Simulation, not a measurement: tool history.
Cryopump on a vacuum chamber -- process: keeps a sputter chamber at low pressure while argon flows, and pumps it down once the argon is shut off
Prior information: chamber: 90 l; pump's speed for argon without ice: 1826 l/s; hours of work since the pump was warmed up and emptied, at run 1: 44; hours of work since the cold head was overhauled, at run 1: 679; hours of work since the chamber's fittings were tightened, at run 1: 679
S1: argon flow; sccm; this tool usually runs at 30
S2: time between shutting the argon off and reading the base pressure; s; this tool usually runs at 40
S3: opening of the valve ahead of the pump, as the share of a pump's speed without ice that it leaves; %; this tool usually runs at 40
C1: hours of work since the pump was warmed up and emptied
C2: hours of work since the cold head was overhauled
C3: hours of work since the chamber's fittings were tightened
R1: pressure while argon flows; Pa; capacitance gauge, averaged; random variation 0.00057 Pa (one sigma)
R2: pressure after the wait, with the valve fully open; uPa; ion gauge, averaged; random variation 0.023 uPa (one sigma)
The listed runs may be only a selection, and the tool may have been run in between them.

{"run": 1, "hour": 0.0, "S1": 30, "S2": 40, "S3": 40, "C1": 44, "C2": 679, "C3": 679, "R1": 0.0705, "R2": 1.0}
{"run": 2, "hour": 109.1, "S1": 30, "S2": 40, "S3": 40, "C1": 95, "C2": 731, "C3": 731, "R1": 0.0714, "R2": 1.0}
{"run": 3, "hour": 190.5, "S1": 30, "S2": 40, "S3": 40, "C1": 133, "C2": 769, "C3": 769, "R1": 0.0713, "R2": 1.07}
{"run": 4, "hour": 269.0, "S1": 30, "S2": 40, "S3": 40, "C1": 170, "C2": 806, "C3": 806, "R1": 0.0712, "R2": 1.1}
{"run": 5, "hour": 354.6, "S1": 30, "S2": 40, "S3": 40, "C1": 210, "C2": 846, "C3": 846, "R1": 0.0722, "R2": 1.07}
{"run": 6, "hour": 444.2, "S1": 27, "S2": 40, "S3": 40, "C1": 252, "C2": 888, "C3": 888, "R1": 0.0671, "R2": 1.13}
{"run": 7, "hour": 549.5, "S1": 27, "S2": 40, "S3": 40, "C1": 301, "C2": 937, "C3": 937, "R1": 0.0673, "R2": 1.12}
{"run": 8, "hour": 608.0, "S1": 27, "S2": 40, "S3": 40, "C1": 329, "C2": 964, "C3": 964, "R1": 0.068, "R2": 1.16}
{"run": 9, "hour": 715.7, "S1": 27, "S2": 40, "S3": 40, "C1": 379, "C2": 1015, "C3": 1015, "R1": 0.0678, "R2": 1.2}
{"run": 10, "hour": 784.7, "S1": 30, "S2": 40, "S3": 40, "C1": 412, "C2": 1047, "C3": 1047, "R1": 0.0761, "R2": 1.21}
{"run": 11, "hour": 878.0, "S1": 30, "S2": 40, "S3": 40, "C1": 455, "C2": 1091, "C3": 1091, "R1": 0.0776, "R2": 1.2}
{"run": 12, "hour": 929.0, "S1": 30, "S2": 40, "S3": 40, "C1": 479, "C2": 1115, "C3": 1115, "R1": 0.0774, "R2": 1.3}
{"run": 13, "hour": 984.4, "S1": 30, "S2": 40, "S3": 40, "C1": 505, "C2": 1141, "C3": 1141, "R1": 0.0787, "R2": 1.31}
{"run": 14, "hour": 1033.1, "S1": 30, "S2": 40, "S3": 40, "C1": 528, "C2": 1164, "C3": 1164, "R1": 0.0788, "R2": 1.28}
{"run": 15, "hour": 1147.1, "S1": 30, "S2": 40, "S3": 23, "C1": 581, "C2": 1217, "C3": 1217, "R1": 0.1321, "R2": 1.32}
{"hour": 1219.1, "done": "pump warmed up, emptied and cooled again"}
{"run": 16, "hour": 1242.3, "S1": 30, "S2": 40, "S3": 23, "C1": 11, "C2": 1259, "C3": 1259, "R1": 0.1209, "R2": 1.19}
{"run": 17, "hour": 1313.7, "S1": 30, "S2": 40, "S3": 23, "C1": 44, "C2": 1293, "C3": 1293, "R1": 0.122, "R2": 1.21}
{"run": 18, "hour": 1417.9, "S1": 30, "S2": 40, "S3": 25, "C1": 93, "C2": 1342, "C3": 1342, "R1": 0.1148, "R2": 1.22}
{"run": 19, "hour": 1510.3, "S1": 17, "S2": 124, "S3": 29, "C1": 136, "C2": 1385, "C3": 1385, "R1": 0.056, "R2": 0.83}
{"run": 20, "hour": 1589.7, "S1": 59, "S2": 134, "S3": 17, "C1": 174, "C2": 1422, "C3": 1422, "R1": 0.3276, "R2": 0.85}
{"run": 21, "hour": 1707.9, "S1": 20, "S2": 134, "S3": 38, "C1": 229, "C2": 1477, "C3": 1477, "R1": 0.0514, "R2": 0.86}
{"run": 22, "hour": 1765.8, "S1": 31, "S2": 109, "S3": 48, "C1": 256, "C2": 1505, "C3": 1505, "R1": 0.0638, "R2": 0.97}
{"run": 23, "hour": 1850.2, "S1": 14, "S2": 109, "S3": 32, "C1": 296, "C2": 1544, "C3": 1544, "R1": 0.0429, "R2": 0.98}
{"run": 24, "hour": 1939.1, "S1": 14, "S2": 109, "S3": 32, "C1": 337, "C2": 1586, "C3": 1586, "R1": 0.0423, "R2": 1.03}
{"run": 25, "hour": 2002.8, "S1": 58, "S2": 119, "S3": 29, "C1": 367, "C2": 1616, "C3": 1616, "R1": 0.1963, "R2": 1.03}
{"run": 26, "hour": 2120.8, "S1": 28, "S2": 40, "S3": 40, "C1": 423, "C2": 1671, "C3": 1671, "R1": 0.0719, "R2": 1.48}
{"run": 27, "hour": 2224.3, "S1": 28, "S2": 40, "S3": 40, "C1": 471, "C2": 1719, "C3": 1719, "R1": 0.0719, "R2": 1.54}
{"run": 28, "hour": 2283.9, "S1": 28, "S2": 40, "S3": 40, "C1": 499, "C2": 1747, "C3": 1747, "R1": 0.0732, "R2": 1.51}
{"run": 29, "hour": 2368.2, "S1": 28, "S2": 40, "S3": 40, "C1": 538, "C2": 1787, "C3": 1787, "R1": 0.0742, "R2": 1.6}
{"run": 30, "hour": 2465.1, "S1": 28, "S2": 40, "S3": 40, "C1": 584, "C2": 1832, "C3": 1832, "R1": 0.0744, "R2": 1.64}
{"hour": 2532.8, "done": "pump warmed up, emptied and cooled again"}
{"run": 31, "hour": 2532.8, "S1": 29, "S2": 28, "S3": 42, "C1": 0, "C2": 1862, "C3": 1862, "R1": 0.0643, "R2": 1.69}
{"run": 32, "hour": 2652.2, "S1": 33, "S2": 72, "S3": 53, "C1": 56, "C2": 1918, "C3": 1918, "R1": 0.0601, "R2": 1.16}
{"run": 33, "hour": 2740.4, "S1": 33, "S2": 72, "S3": 53, "C1": 97, "C2": 1959, "C3": 1959, "R1": 0.0602, "R2": 1.17}
{"run": 34, "hour": 2842.2, "S1": 22, "S2": 69, "S3": 40, "C1": 145, "C2": 2007, "C3": 2007, "R1": 0.0536, "R2": 1.19}

Predict each of these 4 candidate next runs independently; none follows another, all start after run 34:
{"run": "A", "hour": 2939.7, "S1": 44, "S2": 229, "S3": 36, "C1": 191, "C2": 2052, "C3": 2052, "R1": "?", "R2": "?"}
{"run": "B", "hour": 2939.7, "S1": 58, "S2": 99, "S3": 40, "C1": 191, "C2": 2052, "C3": 2052, "R1": "?", "R2": "?"}
{"run": "C", "hour": 2939.7, "S1": 49, "S2": 111, "S3": 16, "C1": 191, "C2": 2052, "C3": 2052, "R1": "?", "R2": "?"}
{"run": "D", "hour": 2939.7, "S1": 31, "S2": 38, "S3": 19, "C1": 191, "C2": 2052, "C3": 2052, "R1": "?", "R2": "?"}

run=A R1=0.1178 R2=0.98
run=B R1=0.1403 R2=1.16
run=C R1=0.2903 R2=1.11
run=D R1=0.1551 R2=1.61
With no hidden state in the tool, these same runs would have given:
run=A R1=0.1127 R2=0.23
run=B R1=0.1336 R2=0.40
run=C R1=0.2847 R2=0.37
run=D R1=0.1515 R2=0.84
